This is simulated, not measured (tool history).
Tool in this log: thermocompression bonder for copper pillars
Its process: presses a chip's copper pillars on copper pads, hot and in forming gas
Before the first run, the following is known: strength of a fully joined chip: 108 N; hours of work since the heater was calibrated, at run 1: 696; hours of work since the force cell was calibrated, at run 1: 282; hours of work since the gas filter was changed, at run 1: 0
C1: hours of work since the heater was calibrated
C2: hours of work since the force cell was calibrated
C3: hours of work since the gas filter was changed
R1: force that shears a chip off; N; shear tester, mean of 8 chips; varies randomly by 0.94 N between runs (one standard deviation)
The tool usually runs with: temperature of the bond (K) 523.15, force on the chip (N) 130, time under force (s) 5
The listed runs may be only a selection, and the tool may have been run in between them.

{"run": 1, "hour": 0.0, "temperature of the bond (K)": 523.15, "force on the chip (N)": 130, "time under force (s)": 5, "C1": 696, "C2": 282, "C3": 0, "R1": 82.5}
{"run": 2, "hour": 21.2, "temperature of the bond (K)": 523.15, "force on the chip (N)": 130, "time under force (s)": 5, "C1": 710, "C2": 297, "C3": 15, "R1": 80.5}
{"run": 3, "hour": 49.1, "temperature of the bond (K)": 523.15, "force on the chip (N)": 130, "time under force (s)": 5, "C1": 730, "C2": 316, "C3": 34, "R1": 80.3}
{"run": 4, "hour": 82.6, "temperature of the bond (K)": 523.15, "force on the chip (N)": 130, "time under force (s)": 5, "C1": 753, "C2": 339, "C3": 57, "R1": 78.4}
{"run": 5, "hour": 104.3, "temperature of the bond (K)": 523.15, "force on the chip (N)": 130, "time under force (s)": 5, "C1": 767, "C2": 354, "C3": 72, "R1": 79.4}
{"run": 6, "hour": 133.9, "temperature of the bond (K)": 523.15, "force on the chip (N)": 130, "time under force (s)": 5, "C1": 788, "C2": 374, "C3": 92, "R1": 78.5}
{"run": 7, "hour": 162.7, "temperature of the bond (K)": 523.15, "force on the chip (N)": 130, "time under force (s)": 5, "C1": 808, "C2": 394, "C3": 112, "R1": 79.8}
{"run": 8, "hour": 198.9, "temperature of the bond (K)": 523.15, "force on the chip (N)": 130, "time under force (s)": 5, "C1": 832, "C2": 419, "C3": 137, "R1": 79.6}
{"run": 9, "hour": 226.1, "temperature of the bond (K)": 523.15, "force on the chip (N)": 130, "time under force (s)": 5, "C1": 851, "C2": 438, "C3": 155, "R1": 78.1}
{"run": 10, "hour": 248.1, "temperature of the bond (K)": 523.15, "force on the chip (N)": 79, "time under force (s)": 5, "C1": 866, "C2": 453, "C3": 170, "R1": 57.3}
{"run": 11, "hour": 284.1, "temperature of the bond (K)": 523.15, "force on the chip (N)": 79, "time under force (s)": 5, "C1": 891, "C2": 478, "C3": 195, "R1": 56.2}
{"run": 12, "hour": 323.2, "temperature of the bond (K)": 523.15, "force on the chip (N)": 191, "time under force (s)": 5, "C1": 918, "C2": 504, "C3": 222, "R1": 92.1}
{"run": 13, "hour": 369.4, "temperature of the bond (K)": 523.15, "force on the chip (N)": 191, "time under force (s)": 5, "C1": 950, "C2": 536, "C3": 254, "R1": 89.5}
{"run": 14, "hour": 419.0, "temperature of the bond (K)": 511.15, "force on the chip (N)": 130, "time under force (s)": 5, "C1": 984, "C2": 570, "C3": 288, "R1": 69.3}
{"run": 15, "hour": 442.0, "temperature of the bond (K)": 523.15, "force on the chip (N)": 130, "time under force (s)": 5, "C1": 999, "C2": 586, "C3": 304, "R1": 74.1}
{"run": 16, "hour": 487.4, "temperature of the bond (K)": 523.15, "force on the chip (N)": 130, "time under force (s)": 5, "C1": 1031, "C2": 617, "C3": 335, "R1": 75.9}
{"run": 17, "hour": 508.7, "temperature of the bond (K)": 523.15, "force on the chip (N)": 130, "time under force (s)": 5, "C1": 1045, "C2": 632, "C3": 349, "R1": 74.7}
{"run": 18, "hour": 544.3, "temperature of the bond (K)": 523.15, "force on the chip (N)": 88, "time under force (s)": 5, "C1": 1070, "C2": 656, "C3": 374, "R1": 59.1}
{"hour": 560.0, "done": "forming gas filter changed"}
{"run": 19, "hour": 581.9, "temperature of the bond (K)": 524.15, "force on the chip (N)": 130, "time under force (s)": 5, "C1": 1095, "C2": 682, "C3": 15, "R1": 80.9}
{"run": 20, "hour": 626.5, "temperature of the bond (K)": 524.15, "force on the chip (N)": 130, "time under force (s)": 5, "C1": 1126, "C2": 712, "C3": 46, "R1": 81.8}
{"run": 21, "hour": 675.5, "temperature of the bond (K)": 523.15, "force on the chip (N)": 130, "time under force (s)": 5, "C1": 1160, "C2": 746, "C3": 79, "R1": 79.5}
{"run": 22, "hour": 701.7, "temperature of the bond (K)": 523.15, "force on the chip (N)": 130, "time under force (s)": 5, "C1": 1177, "C2": 764, "C3": 97, "R1": 82.2}
{"run": 23, "hour": 736.4, "temperature of the bond (K)": 523.15, "force on the chip (N)": 130, "time under force (s)": 5, "C1": 1201, "C2": 788, "C3": 121, "R1": 79.4}
{"run": 24, "hour": 762.9, "temperature of the bond (K)": 498.15, "force on the chip (N)": 102, "time under force (s)": 11, "C1": 1220, "C2": 806, "C3": 139, "R1": 67.7}
{"run": 25, "hour": 805.8, "temperature of the bond (K)": 523.15, "force on the chip (N)": 102, "time under force (s)": 11, "C1": 1249, "C2": 836, "C3": 169, "R1": 82.5}
{"run": 26, "hour": 832.7, "temperature of the bond (K)": 537.15, "force on the chip (N)": 150, "time under force (s)": 5, "C1": 1268, "C2": 854, "C3": 187, "R1": 89.8}
{"run": 27, "hour": 868.9, "temperature of the bond (K)": 550.15, "force on the chip (N)": 130, "time under force (s)": 5, "C1": 1292, "C2": 879, "C3": 212, "R1": 91.7}
{"run": 28, "hour": 910.4, "temperature of the bond (K)": 542.15, "force on the chip (N)": 130, "time under force (s)": 5, "C1": 1321, "C2": 907, "C3": 241, "R1": 87.6}
{"hour": 915.0, "done": "heater calibrated with a thermocouple chip"}
{"run": 29, "hour": 946.0, "temperature of the bond (K)": 514.15, "force on the chip (N)": 132, "time under force (s)": 5, "C1": 21, "C2": 931, "C3": 264, "R1": 75.4}
{"run": 30, "hour": 967.3, "temperature of the bond (K)": 511.15, "force on the chip (N)": 85, "time under force (s)": 8, "C1": 36, "C2": 945, "C3": 278, "R1": 64.6}
{"run": 31, "hour": 999.4, "temperature of the bond (K)": 506.15, "force on the chip (N)": 134, "time under force (s)": 8, "C1": 58, "C2": 967, "C3": 300, "R1": 78.0}
{"run": 32, "hour": 1043.9, "temperature of the bond (K)": 506.15, "force on the chip (N)": 134, "time under force (s)": 8, "C1": 89, "C2": 998, "C3": 331, "R1": 79.1}
{"run": 33, "hour": 1069.0, "temperature of the bond (K)": 506.15, "force on the chip (N)": 134, "time under force (s)": 8, "C1": 106, "C2": 1015, "C3": 348, "R1": 79.4}
{"run": 34, "hour": 1109.4, "temperature of the bond (K)": 541.15, "force on the chip (N)": 135, "time under force (s)": 5, "C1": 134, "C2": 1043, "C3": 376, "R1": 90.4}
{"hour": 1121.7, "done": "forming gas filter changed"}
{"hour": 1129.5, "done": "force cell calibrated"}
{"run": 35, "hour": 1150.6, "temperature of the bond (K)": 510.15, "force on the chip (N)": 123, "time under force (s)": 4, "C1": 161, "C2": 15, "C3": 19, "R1": 74.8}
{"run": 36, "hour": 1182.8, "temperature of the bond (K)": 510.15, "force on the chip (N)": 123, "time under force (s)": 4, "C1": 183, "C2": 37, "C3": 41, "R1": 74.6}
{"hour": 1215.4, "done": "heater calibrated with a thermocouple chip, once more"}
{"run": 37, "hour": 1234.8, "temperature of the bond (K)": 533.15, "force on the chip (N)": 113, "time under force (s)": 6, "C1": 13, "C2": 71, "C3": 75, "R1": 82.4}
{"run": 38, "hour": 1257.2, "temperature of the bond (K)": 552.15, "force on the chip (N)": 124, "time under force (s)": 7, "C1": 29, "C2": 86, "C3": 91, "R1": 96.1}
{"run": 39, "hour": 1283.8, "temperature of the bond (K)": 552.15, "force on the chip (N)": 124, "time under force (s)": 7, "C1": 47, "C2": 105, "C3": 109, "R1": 94.5}
{"run": 40, "hour": 1332.8, "temperature of the bond (K)": 552.15, "force on the chip (N)": 166, "time under force (s)": 7, "C1": 81, "C2": 138, "C3": 143, "R1": 100.7}
{"run": 41, "hour": 1381.1, "temperature of the bond (K)": 518.15, "force on the chip (N)": 121, "time under force (s)": 3, "C1": 114, "C2": 171, "C3": 176, "R1": 59.5}

Had the tool no unlogged condition, and each run kept its random variation, what would the results have been?
The hidden state here: true temperature of the bond over the reading, C; force that reaches the chip, % of what is set; oxide that the forming gas leaves, % of the face; drift of the gauge itself on shear_n, %.
run=1 R1=80.5
run=2 R1=78.8
run=3 R1=78.9
run=4 R1=77.4
run=5 R1=78.7
run=6 R1=78.2
run=7 R1=79.8
run=8 R1=80.0
run=9 R1=78.8
run=10 R1=57.4
run=11 R1=56.6
run=12 R1=95.3
run=13 R1=93.3
run=14 R1=71.4
run=15 R1=77.3
run=16 R1=79.7
run=17 R1=78.7
run=18 R1=62.0
run=19 R1=79.0
run=20 R1=80.4
run=21 R1=78.7
run=22 R1=81.6
run=23 R1=79.2
run=24 R1=66.7
run=25 R1=83.5
run=26 R1=92.2
run=27 R1=94.8
run=28 R1=90.9
run=29 R1=73.2
run=30 R1=61.6
run=31 R1=76.6
run=32 R1=78.2
run=33 R1=78.8
run=34 R1=94.0
run=35 R1=63.4
run=36 R1=63.6
run=37 R1=83.8
run=38 R1=98.1
run=39 R1=96.9
run=40 R1=104.0
run=41 R1=61.7
